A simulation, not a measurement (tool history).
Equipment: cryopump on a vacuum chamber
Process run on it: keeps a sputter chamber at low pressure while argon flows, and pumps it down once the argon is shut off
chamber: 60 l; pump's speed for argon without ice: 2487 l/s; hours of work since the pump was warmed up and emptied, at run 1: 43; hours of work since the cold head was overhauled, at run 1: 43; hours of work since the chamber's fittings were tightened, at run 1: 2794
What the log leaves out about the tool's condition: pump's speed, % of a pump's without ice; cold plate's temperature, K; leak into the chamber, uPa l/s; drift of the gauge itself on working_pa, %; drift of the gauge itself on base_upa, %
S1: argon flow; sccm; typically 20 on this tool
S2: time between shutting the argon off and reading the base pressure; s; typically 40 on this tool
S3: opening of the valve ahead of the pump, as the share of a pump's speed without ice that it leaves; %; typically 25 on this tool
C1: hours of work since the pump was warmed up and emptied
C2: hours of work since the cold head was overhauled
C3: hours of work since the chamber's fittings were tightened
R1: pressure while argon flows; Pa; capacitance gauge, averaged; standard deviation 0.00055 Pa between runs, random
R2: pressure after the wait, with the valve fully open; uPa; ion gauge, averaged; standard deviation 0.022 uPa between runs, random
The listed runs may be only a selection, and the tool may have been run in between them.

run   hour  S1   S2  S3   C1   C2    C3      R1    R2
  1    0.0  20   40  25   43   43  2794  0.0550  0.75
  2   19.8  20  174  25   55   55  2806  0.0554  0.39
  3   48.1  20   40  25   72   72  2822  0.0554  0.82
  4   68.1  20   40  25   83   83  2834  0.0540  0.78
  5   82.3  20   40  25   92   92  2842  0.0552  0.85
  6  110.4  20   40  25  108  108  2859  0.0558  0.81
  7  127.3  20   71  25  118  118  2869  0.0568  0.61
  8  148.3  31   40  25  131  131  2881  0.0871  0.83
  9  174.5   8  110  18  146  146  2897  0.0306  0.49
 10  204.3   8  110  18  164  164  2914  0.0302  0.54
 11  221.0   8   28  21  174  174  2924  0.0270  1.08
 12  249.1   8   28  21  190  190  2941  0.0272  1.10
 13  267.5  20   48  22  201  201  2952  0.0644  0.75

Run 14 has not been measured yet. What should we expect?
 14  292.8  20  48  22  216  216  2967   ?   ?

R1: 0.0659 Pa
R2: 0.77 uPa
Take away the tool's hidden state, keep the run-to-run variation as it was, and the same run would have given R1 0.0624 Pa, R2 0.55 uPa.
